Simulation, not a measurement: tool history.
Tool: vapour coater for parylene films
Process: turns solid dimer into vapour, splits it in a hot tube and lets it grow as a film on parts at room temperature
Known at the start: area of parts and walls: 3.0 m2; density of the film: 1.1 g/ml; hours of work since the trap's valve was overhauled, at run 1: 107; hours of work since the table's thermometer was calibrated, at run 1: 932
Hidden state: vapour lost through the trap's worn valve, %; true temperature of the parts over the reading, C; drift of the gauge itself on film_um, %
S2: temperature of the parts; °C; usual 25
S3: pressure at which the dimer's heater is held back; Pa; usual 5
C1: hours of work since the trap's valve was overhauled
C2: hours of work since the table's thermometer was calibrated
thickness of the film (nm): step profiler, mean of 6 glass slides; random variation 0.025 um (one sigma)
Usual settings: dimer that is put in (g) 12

{"run": 1, "day": 0.0, "dimer that is put in (g)": 12, "S2": 25, "S3": 5, "C1": 107, "C2": 932, "thickness of the film (nm)": 1660}
{"run": 2, "day": 1.383, "dimer that is put in (g)": 12, "S2": 25, "S3": 5, "C1": 125, "C2": 950, "thickness of the film (nm)": 1690}
{"run": 3, "day": 3.229, "dimer that is put in (g)": 12, "S2": 25, "S3": 5, "C1": 150, "C2": 975, "thickness of the film (nm)": 1660}
{"run": 4, "day": 5.038, "dimer that is put in (g)": 12, "S2": 25, "S3": 5, "C1": 174, "C2": 1000, "thickness of the film (nm)": 1630}
{"run": 5, "day": 6.7, "dimer that is put in (g)": 12, "S2": 25, "S3": 5, "C1": 197, "C2": 1022, "thickness of the film (nm)": 1600}
{"run": 6, "day": 7.567, "dimer that is put in (g)": 12, "S2": 25, "S3": 5, "C1": 208, "C2": 1034, "thickness of the film (nm)": 1590}
{"run": 7, "day": 9.412, "dimer that is put in (g)": 12, "S2": 36, "S3": 5, "C1": 233, "C2": 1058, "thickness of the film (nm)": 1330}
{"run": 8, "day": 10.596, "dimer that is put in (g)": 12, "S2": 36, "S3": 5, "C1": 249, "C2": 1074, "thickness of the film (nm)": 1290}
{"run": 9, "day": 11.696, "dimer that is put in (g)": 12, "S2": 37, "S3": 5, "C1": 264, "C2": 1089, "thickness of the film (nm)": 1250}
{"day": 12.446, "done": "trap's valve overhauled"}
{"run": 10, "day": 13.192, "dimer that is put in (g)": 12, "S2": 37, "S3": 5, "C1": 10, "C2": 1107, "thickness of the film (nm)": 1520}
{"run": 11, "day": 14.321, "dimer that is put in (g)": 12, "S2": 37, "S3": 5, "C1": 25, "C2": 1122, "thickness of the film (nm)": 1430}
{"run": 12, "day": 15.783, "dimer that is put in (g)": 12, "S2": 37, "S3": 5, "C1": 45, "C2": 1142, "thickness of the film (nm)": 1430}
{"run": 13, "day": 17.254, "dimer that is put in (g)": 12, "S2": 37, "S3": 4.27, "C1": 65, "C2": 1161, "thickness of the film (nm)": 1380}
{"run": 14, "day": 18.3, "dimer that is put in (g)": 12, "S2": 37, "S3": 4.27, "C1": 79, "C2": 1176, "thickness of the film (nm)": 1490}
{"run": 15, "day": 19.746, "dimer that is put in (g)": 12, "S2": 37, "S3": 4.27, "C1": 98, "C2": 1195, "thickness of the film (nm)": 1440}
{"run": 16, "day": 20.762, "dimer that is put in (g)": 13, "S2": 25, "S3": 5, "C1": 112, "C2": 1209, "thickness of the film (nm)": 1810}
{"run": 17, "day": 22.575, "dimer that is put in (g)": 12, "S2": 25, "S3": 9.54, "C1": 136, "C2": 1233, "thickness of the film (nm)": 1530}
{"day": 22.754, "done": "table's thermometer calibrated"}
{"run": 18, "day": 24.121, "dimer that is put in (g)": 12, "S2": 25, "S3": 5, "C1": 156, "C2": 18, "thickness of the film (nm)": 1650}
{"run": 19, "day": 25.083, "dimer that is put in (g)": 12, "S2": 25, "S3": 5, "C1": 169, "C2": 31, "thickness of the film (nm)": 1610}
{"day": 26.262, "done": "table's thermometer calibrated, once more"}
{"run": 20, "day": 26.383, "dimer that is put in (g)": 12, "S2": 25, "S3": 5, "C1": 186, "C2": 2, "thickness of the film (nm)": 1600}
{"run": 21, "day": 27.171, "dimer that is put in (g)": 12, "S2": 25, "S3": 6.3, "C1": 197, "C2": 12, "thickness of the film (nm)": 1530}
{"run": 22, "day": 27.946, "dimer that is put in (g)": 12, "S2": 25, "S3": 6.3, "C1": 207, "C2": 23, "thickness of the film (nm)": 1580}
{"run": 23, "day": 29.558, "dimer that is put in (g)": 12, "S2": 25, "S3": 5, "C1": 229, "C2": 44, "thickness of the film (nm)": 1590}
{"run": 24, "day": 30.796, "dimer that is put in (g)": 12, "S2": 25, "S3": 5, "C1": 245, "C2": 61, "thickness of the film (nm)": 1560}
{"run": 25, "day": 31.971, "dimer that is put in (g)": 13, "S2": 30, "S3": 5, "C1": 261, "C2": 77, "thickness of the film (nm)": 1540}
{"day": 32.854, "done": "trap's valve overhauled"}
{"run": 26, "day": 33.1, "dimer that is put in (g)": 13, "S2": 30, "S3": 5, "C1": 3, "C2": 90, "thickness of the film (nm)": 1760}
{"run": 27, "day": 34.658, "dimer that is put in (g)": 6, "S2": 22, "S3": 6.45, "C1": 24, "C2": 111, "thickness of the film (nm)": 870}
{"run": 28, "day": 36.058, "dimer that is put in (g)": 6, "S2": 22, "S3": 6.45, "C1": 43, "C2": 129, "thickness of the film (nm)": 870}
{"run": 29, "day": 37.579, "dimer that is put in (g)": 11, "S2": 24, "S3": 11.68, "C1": 63, "C2": 150, "thickness of the film (nm)": 1390}
{"run": 30, "day": 38.988, "dimer that is put in (g)": 7, "S2": 19, "S3": 2.92, "C1": 82, "C2": 169, "thickness of the film (nm)": 1150}
{"run": 31, "day": 39.946, "dimer that is put in (g)": 6, "S2": 26, "S3": 4.33, "C1": 95, "C2": 182, "thickness of the film (nm)": 850}
{"run": 32, "day": 41.083, "dimer that is put in (g)": 19, "S2": 20, "S3": 9.27, "C1": 111, "C2": 197, "thickness of the film (nm)": 2610}
{"run": 33, "day": 42.188, "dimer that is put in (g)": 15, "S2": 23, "S3": 2.54, "C1": 125, "C2": 212, "thickness of the film (nm)": 2380}
{"run": 34, "day": 43.567, "dimer that is put in (g)": 5, "S2": 36, "S3": 4.87, "C1": 144, "C2": 230, "thickness of the film (nm)": 560}
{"run": 35, "day": 45.183, "dimer that is put in (g)": 5, "S2": 36, "S3": 11.85, "C1": 166, "C2": 252, "thickness of the film (nm)": 500}
{"run": 36, "day": 46.708, "dimer that is put in (g)": 9, "S2": 17, "S3": 11.85, "C1": 186, "C2": 272, "thickness of the film (nm)": 1220}
{"run": 37, "day": 47.708, "dimer that is put in (g)": 9, "S2": 17, "S3": 11.85, "C1": 200, "C2": 286, "thickness of the film (nm)": 1160}
{"run": 38, "day": 49.354, "dimer that is put in (g)": 6, "S2": 27, "S3": 11.2, "C1": 222, "C2": 308, "thickness of the film (nm)": 700}
{"run": 39, "day": 50.467, "dimer that is put in (g)": 6, "S2": 27, "S3": 11.2, "C1": 237, "C2": 323, "thickness of the film (nm)": 640}
{"run": 40, "day": 51.329, "dimer that is put in (g)": 6, "S2": 27, "S3": 11.2, "C1": 248, "C2": 335, "thickness of the film (nm)": 700}
{"run": 41, "day": 52.083, "dimer that is put in (g)": 13, "S2": 27, "S3": 10.02, "C1": 258, "C2": 345, "thickness of the film (nm)": 1450}
{"day": 53.154, "done": "trap's valve overhauled"}
{"run": 42, "day": 53.25, "dimer that is put in (g)": 13, "S2": 27, "S3": 10.02, "C1": 1, "C2": 358, "thickness of the film (nm)": 1630}
{"run": 43, "day": 54.417, "dimer that is put in (g)": 13, "S2": 22, "S3": 6.73, "C1": 17, "C2": 374, "thickness of the film (nm)": 1920}
{"run": 44, "day": 55.492, "dimer that is put in (g)": 14, "S2": 21, "S3": 11.36, "C1": 31, "C2": 388, "thickness of the film (nm)": 1900}
{"run": 45, "day": 56.254, "dimer that is put in (g)": 16, "S2": 20, "S3": 5.97, "C1": 42, "C2": 399, "thickness of the film (nm)": 2440}
{"run": 46, "day": 57.204, "dimer that is put in (g)": 16, "S2": 20, "S3": 5.97, "C1": 54, "C2": 411, "thickness of the film (nm)": 2430}

The same runs without the tool's hidden state, with the same run-to-run variation:
run=1 thickness_of_the_film_(nm)=1760
run=2 thickness_of_the_film_(nm)=1810
run=3 thickness_of_the_film_(nm)=1800
run=4 thickness_of_the_film_(nm)=1790
run=5 thickness_of_the_film_(nm)=1780
run=6 thickness_of_the_film_(nm)=1780
run=7 thickness_of_the_film_(nm)=1510
run=8 thickness_of_the_film_(nm)=1490
run=9 thickness_of_the_film_(nm)=1450
run=10 thickness_of_the_film_(nm)=1520
run=11 thickness_of_the_film_(nm)=1440
run=12 thickness_of_the_film_(nm)=1450
run=13 thickness_of_the_film_(nm)=1420
run=14 thickness_of_the_film_(nm)=1540
run=15 thickness_of_the_film_(nm)=1510
run=16 thickness_of_the_film_(nm)=1900
run=17 thickness_of_the_film_(nm)=1630
run=18 thickness_of_the_film_(nm)=1760
run=19 thickness_of_the_film_(nm)=1750
run=20 thickness_of_the_film_(nm)=1760
run=21 thickness_of_the_film_(nm)=1700
run=22 thickness_of_the_film_(nm)=1760
run=23 thickness_of_the_film_(nm)=1800
run=24 thickness_of_the_film_(nm)=1780
run=25 thickness_of_the_film_(nm)=1770
run=26 thickness_of_the_film_(nm)=1770
run=27 thickness_of_the_film_(nm)=880
run=28 thickness_of_the_film_(nm)=900
run=29 thickness_of_the_film_(nm)=1440
run=30 thickness_of_the_film_(nm)=1210
run=31 thickness_of_the_film_(nm)=900
run=32 thickness_of_the_film_(nm)=2770
run=33 thickness_of_the_film_(nm)=2550
run=34 thickness_of_the_film_(nm)=600
run=35 thickness_of_the_film_(nm)=550
run=36 thickness_of_the_film_(nm)=1350
run=37 thickness_of_the_film_(nm)=1290
run=38 thickness_of_the_film_(nm)=780
run=39 thickness_of_the_film_(nm)=740
run=40 thickness_of_the_film_(nm)=790
run=41 thickness_of_the_film_(nm)=1680
run=42 thickness_of_the_film_(nm)=1630
run=43 thickness_of_the_film_(nm)=1930
run=44 thickness_of_the_film_(nm)=1920
run=45 thickness_of_the_film_(nm)=2490
run=46 thickness_of_the_film_(nm)=2490

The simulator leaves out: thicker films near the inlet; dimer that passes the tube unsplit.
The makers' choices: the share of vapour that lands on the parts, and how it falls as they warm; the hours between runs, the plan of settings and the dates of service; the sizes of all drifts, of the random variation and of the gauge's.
